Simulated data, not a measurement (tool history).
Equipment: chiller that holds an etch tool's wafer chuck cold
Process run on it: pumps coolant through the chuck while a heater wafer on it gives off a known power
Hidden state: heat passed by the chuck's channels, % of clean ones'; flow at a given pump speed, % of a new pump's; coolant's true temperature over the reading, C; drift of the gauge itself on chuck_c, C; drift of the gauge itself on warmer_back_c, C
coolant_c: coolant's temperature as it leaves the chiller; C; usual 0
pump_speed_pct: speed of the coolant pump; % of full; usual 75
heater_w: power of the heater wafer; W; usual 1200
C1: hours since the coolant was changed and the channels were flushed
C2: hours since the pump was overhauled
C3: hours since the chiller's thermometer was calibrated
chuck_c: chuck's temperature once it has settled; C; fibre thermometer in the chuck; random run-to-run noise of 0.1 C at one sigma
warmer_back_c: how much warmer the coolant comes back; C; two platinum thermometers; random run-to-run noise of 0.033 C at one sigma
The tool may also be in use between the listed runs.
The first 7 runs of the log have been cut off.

At hour 500.7: chiller's thermometer calibrated.
Run 8, hour 513.7: usual settings; C1 1201; C2 2690; C3 13. Result: chuck_c 13.2 C, warmer_back_c 4.13 C.
Run 9, hour 595.4: usual settings; C1 1283; C2 2772; C3 95. Result: chuck_c 13.3 C, warmer_back_c 4.15 C.
Run 10, hour 650.3: usual settings; C1 1338; C2 2826; C3 150. Result: chuck_c 13.3 C, warmer_back_c 4.11 C.
Run 11, hour 702.1: usual settings; C1 1390; C2 2878; C3 201. Result: chuck_c 13.2 C, warmer_back_c 4.06 C.
Run 12, hour 789.5: usual settings; C1 1477; C2 2966; C3 289. Result: chuck_c 13.2 C, warmer_back_c 4.09 C.
Run 13, hour 865.8: usual settings; C1 1553; C2 3042; C3 365. Result: chuck_c 13.3 C, warmer_back_c 4.08 C.
Run 14, hour 951.4: usual settings; C1 1639; C2 3128; C3 451. Result: chuck_c 13.2 C, warmer_back_c 4.03 C.
Run 15, hour 1006.4: usual settings; C1 1694; C2 3183; C3 506. Result: chuck_c 13.4 C, warmer_back_c 4.08 C.
Run 16, hour 1070.5: usual settings; C1 1758; C2 3247; C3 570. Result: chuck_c 13.3 C, warmer_back_c 4.04 C.
Run 17, hour 1132.5: usual settings; C1 1820; C2 3309; C3 632. Result: chuck_c 13.3 C, warmer_back_c 4.07 C.
Run 18, hour 1233.0: usual settings but coolant_c 9 C; C1 1921; C2 3409; C3 732. Result: chuck_c 22.1 C, warmer_back_c 4.03 C.
Run 19, hour 1334.7: usual settings but coolant_c 9 C; C1 2022; C2 3511; C3 834. Result: chuck_c 22.5 C, warmer_back_c 3.97 C.
Run 20, hour 1407.7: usual settings but coolant_c 9 C; C1 2095; C2 3584; C3 907. Result: chuck_c 22.3 C, warmer_back_c 4.01 C.
Run 21, hour 1460.1: usual settings but coolant_c -3 C, pump_speed_pct 99 % of full; C1 2148; C2 3636; C3 959. Result: chuck_c 7.5 C, warmer_back_c 2.86 C.
Run 22, hour 1543.4: usual settings but coolant_c -7 C; C1 2231; C2 3720; C3 1043. Result: chuck_c 6.1 C, warmer_back_c 3.98 C.
Run 23, hour 1597.4: usual settings but coolant_c 6 C, pump_speed_pct 64 % of full, heater_w 989 W; C1 2285; C2 3774; C3 1097. Result: chuck_c 18.4 C, warmer_back_c 3.93 C.
Run 24, hour 1655.3: usual settings but coolant_c 6 C, heater_w 758 W; C1 2343; C2 3831; C3 1155. Result: chuck_c 14.3 C, warmer_back_c 2.37 C.
Run 25, hour 1698.5: usual settings but heater_w 813 W; C1 2386; C2 3875; C3 1198. Result: chuck_c 9.0 C, warmer_back_c 2.62 C.
Run 26, hour 1765.3: usual settings but coolant_c 6 C, heater_w 657 W; C1 2453; C2 3941; C3 1265. Result: chuck_c 13.2 C, warmer_back_c 2.03 C.
Run 27, hour 1808.3: usual settings but coolant_c 9 C, pump_speed_pct 78 % of full, heater_w 657 W; C1 2496; C2 3984; C3 1308. Result: chuck_c 16.0 C, warmer_back_c 1.92 C.
Run 28, hour 1869.5: usual settings but coolant_c 6 C, pump_speed_pct 63 % of full, heater_w 1110 W; C1 2557; C2 4046; C3 1369. Result: chuck_c 20.1 C, warmer_back_c 4.52 C.
Run 29, hour 1953.3: usual settings but coolant_c 6 C, pump_speed_pct 63 % of full, heater_w 1110 W; C1 2641; C2 4129; C3 1453. Result: chuck_c 20.2 C, warmer_back_c 4.47 C.
Run 30, hour 2013.0: usual settings but coolant_c 6 C, pump_speed_pct 63 % of full, heater_w 1110 W; C1 2701; C2 4189; C3 1512. Result: chuck_c 20.2 C, warmer_back_c 4.42 C.
Run 31, hour 2089.9: usual settings but coolant_c 4 C, pump_speed_pct 64 % of full; C1 2778; C2 4266; C3 1589. Result: chuck_c 19.1 C, warmer_back_c 4.73 C.

Alternative continuations, all from the tool just after run 31; predict every row:
Run A, hour 2175.9: usual settings but coolant_c 8 C, pump_speed_pct 66 % of full, heater_w 804 W; C1 2863; C2 4352; C3 1675. Result: chuck_c ?, warmer_back_c ?.
Run B, hour 2175.9: usual settings but coolant_c -9 C, pump_speed_pct 64 % of full; C1 2863; C2 4352; C3 1675. Result: chuck_c ?, warmer_back_c ?.
Run C, hour 2175.9: usual settings but pump_speed_pct 68 % of full; C1 2863; C2 4352; C3 1675. Result: chuck_c ?, warmer_back_c ?.
Run D, hour 2175.9: usual settings but coolant_c 9 C, pump_speed_pct 98 % of full; C1 2863; C2 4352; C3 1675. Result: chuck_c ?, warmer_back_c ?.

run  chuck_c  warmer_back_c
  A     17.8           2.92
  B      6.1           4.71
  C     14.4           4.36
  D     19.5           2.78
Had the tool no hidden state, the same runs would have come out as:
run  chuck_c  warmer_back_c
  A     17.8           3.27
  B      6.0           5.05
  C     14.3           4.70
  D     19.5           3.12
